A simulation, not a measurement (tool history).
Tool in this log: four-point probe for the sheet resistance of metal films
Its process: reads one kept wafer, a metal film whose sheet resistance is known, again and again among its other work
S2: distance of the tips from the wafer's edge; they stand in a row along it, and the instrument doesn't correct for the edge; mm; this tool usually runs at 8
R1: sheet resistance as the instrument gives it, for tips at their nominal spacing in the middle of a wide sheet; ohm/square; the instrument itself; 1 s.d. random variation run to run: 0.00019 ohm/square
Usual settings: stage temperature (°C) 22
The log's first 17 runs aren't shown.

run 18 day=9.396 | stage_temperature_(°C)=24 S2=8 | R1=0.936421
run 19 day=9.792 | stage_temperature_(°C)=30 S2=4 | R1=0.967168
run 20 day=10.283 | stage_temperature_(°C)=25 S2=4 | R1=0.970710
run 21 day=10.650 | stage_temperature_(°C)=21 S2=6 | R1=0.947759
run 22 day=11.054 | stage_temperature_(°C)=21 S2=6 | R1=0.947356
run 23 day=11.762 | stage_temperature_(°C)=22 S2=8 | R1=0.937550
run 24 day=12.483 | stage_temperature_(°C)=21 S2=18 | R1=0.928014
run 25 day=12.925 | stage_temperature_(°C)=21 S2=18 | R1=0.928100
run 26 day=13.438 | stage_temperature_(°C)=34 S2=7 | R1=0.934071
run 27 day=14.200 | stage_temperature_(°C)=25 S2=57 | R1=0.923468
run 28 day=14.588 | stage_temperature_(°C)=22 S2=10 | R1=0.932933
run 29 day=15.071 | stage_temperature_(°C)=22 S2=10 | R1=0.933393
run 30 day=15.825 | stage_temperature_(°C)=22 S2=10 | R1=0.932990
run 31 day=16.367 | stage_temperature_(°C)=33 S2=60 | R1=0.918756
run 32 day=16.938 | stage_temperature_(°C)=29 S2=9 | R1=0.930566
run 33 day=17.721 | stage_temperature_(°C)=21 S2=10 | R1=0.933931

What if the next run were any one of these 4? Each begins from the tool's condition after run 33:
run A day=18.258 | stage_temperature_(°C)=34 S2=10 | R1=?
run B day=18.258 | stage_temperature_(°C)=22 S2=4 | R1=?
run C day=18.258 | stage_temperature_(°C)=31 S2=46 | R1=?
run D day=18.258 | stage_temperature_(°C)=26 S2=10 | R1=?

run=A R1=0.926012
run=B R1=0.972669
run=C R1=0.920438
run=D R1=0.930622
With the hidden condition removed and each run's random variation left untouched, the same runs would have given:
run=A R1=0.925929
run=B R1=0.972581
run=C R1=0.920355
run=D R1=0.930538
